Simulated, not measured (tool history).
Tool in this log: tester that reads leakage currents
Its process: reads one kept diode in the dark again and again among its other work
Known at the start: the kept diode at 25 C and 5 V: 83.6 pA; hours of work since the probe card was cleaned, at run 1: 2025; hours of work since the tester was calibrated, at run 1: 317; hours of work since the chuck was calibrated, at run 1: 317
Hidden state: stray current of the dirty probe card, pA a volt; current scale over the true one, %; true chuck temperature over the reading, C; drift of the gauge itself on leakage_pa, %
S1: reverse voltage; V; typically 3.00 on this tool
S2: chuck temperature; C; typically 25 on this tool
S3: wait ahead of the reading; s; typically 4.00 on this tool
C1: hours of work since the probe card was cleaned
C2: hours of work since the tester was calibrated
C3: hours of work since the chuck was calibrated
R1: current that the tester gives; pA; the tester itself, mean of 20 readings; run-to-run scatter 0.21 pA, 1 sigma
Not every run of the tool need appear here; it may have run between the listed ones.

| run | hour | S1 | S2 | S3 | C1 | C2 | C3 | R1 |
|---|---|---|---|---|---|---|---|---|
| 1 | 0.0 | 3.00 | 25 | 4.00 | 2025 | 317 | 317 | 62.69 |
| 2 | 81.4 | 3.00 | 25 | 4.00 | 2078 | 370 | 370 | 61.91 |
| 3 | 217.5 | 3.00 | 25 | 4.00 | 2166 | 458 | 458 | 59.84 |
| 4 | 346.1 | 3.00 | 25 | 4.00 | 2249 | 541 | 541 | 58.79 |
| 5 | 477.0 | 3.00 | 25 | 4.00 | 2334 | 626 | 626 | 56.96 |
|  | 532.2 | chuck's temperature calibrated |
| 6 | 602.9 | 3.00 | 25 | 4.00 | 2414 | 706 | 46 | 68.77 |
| 7 | 704.2 | 1.21 | 55 | 6.76 | 2479 | 771 | 111 | 517.25 |
| 8 | 834.0 | 19.62 | 45 | 6.76 | 2563 | 855 | 195 | 696.66 |
| 9 | 941.2 | 17.40 | 45 | 0.30 | 2632 | 924 | 264 | 671.99 |
| 10 | 1022.9 | 1.30 | 21 | 2.31 | 2685 | 977 | 317 | 32.42 |
|  | 1099.3 | probe card cleaned and baked |
| 11 | 1159.3 | 3.24 | 25 | 2.37 | 39 | 1063 | 403 | 61.69 |

How would selected steps in R1 from run to run divide? Give the signed amount a tool lacking its hidden state would still show from settings, what came in and random variation, and the signed amount left for the hidden state, including any gauge scatter that is not in both of the compared results.
Run 9 -> 10: S1 17.40 -> 1.30, S2 45 -> 21, S3 0.30 -> 2.31. R1 -639.57 pA: hidden state +43.55, all else -683.12.
